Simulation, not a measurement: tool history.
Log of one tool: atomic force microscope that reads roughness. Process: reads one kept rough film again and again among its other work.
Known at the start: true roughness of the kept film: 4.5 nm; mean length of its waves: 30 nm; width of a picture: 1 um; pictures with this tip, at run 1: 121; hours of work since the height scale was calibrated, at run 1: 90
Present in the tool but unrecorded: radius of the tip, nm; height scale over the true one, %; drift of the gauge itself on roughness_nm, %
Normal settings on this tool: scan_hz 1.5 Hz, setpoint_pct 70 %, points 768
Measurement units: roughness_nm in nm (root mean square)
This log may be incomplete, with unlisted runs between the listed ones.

run,day,scan_hz,setpoint_pct,points,pictures with this tip,hours of work since the height scale was calibrated,roughness_nm
1,0,1.5,70,768,121,90,3.261
2,0.312,1.5,70,768,133,94,3.258
3,0.604,1.5,70,768,144,97,3.182
4,0.992,1.5,70,768,158,101,3.125
5,1.354,1.5,70,768,172,105,3.095
6,1.779,1.5,70,768,188,109,3.093
7,2.179,1.5,70,768,203,114,3.042
8,2.496,1.34,70,768,215,117,3.023
9,2.912,1.34,70,768,231,122,2.971
# day 3.25: new tip fitted
10,3.25,1.34,70,768,0,125,3.702
# day 3.321: height scale calibrated on a step standard
11,3.646,1.34,70,671,13,4,3.633
12,4.025,1.5,61,768,27,8,3.686
13,4.292,1.5,70,768,37,10,3.552
14,4.575,1.5,70,768,48,14,3.508
15,4.783,2.92,70,768,56,16,3.279
16,5.146,2.18,70,768,69,20,3.346
17,5.575,1.5,70,768,86,24,3.373
18,5.838,1.66,81,625,95,27,3.17
# day 6.012: height scale calibrated on a step standard, once more
19,6.117,1.66,81,625,104,1,3.153
20,6.588,1.72,81,768,122,6,3.092
21,6.862,0.52,81,768,132,9,3.348
22,7.246,1.06,70,356,147,13,3.252
23,7.558,3,74,668,159,17,2.899
24,7.829,1.5,77,719,169,20,3.088
25,8.321,1.5,77,719,187,25,3.04
26,8.804,1.5,77,719,206,30,2.986
27,9.212,1.5,65,768,221,34,3.092
28,9.425,1.5,65,768,229,37,3.062
# day 9.85: new tip fitted
29,9.908,1.5,65,768,2,42,3.69
30,10.317,2.92,83,768,18,46,3.004
31,10.708,1.55,70,768,32,50,3.506
32,11.154,1.02,78,768,49,55,3.448
33,11.504,1.02,73,1013,62,59,3.457
34,11.767,1.5,84,768,72,62,3.169

Branching from run 34: 3 alternative next runs. What would each branch give?
A,12.158,1.5,86,768,87,66,?
B,12.158,1.5,76,768,87,66,?
C,12.158,3.29,59,768,87,66,?

run,roughness_nm
A,3.097
B,3.252
C,3.281
Take away the tool's hidden state, keep each run's random variation, and the runs would have read:
run,roughness_nm
A,3.428
B,3.602
C,3.634
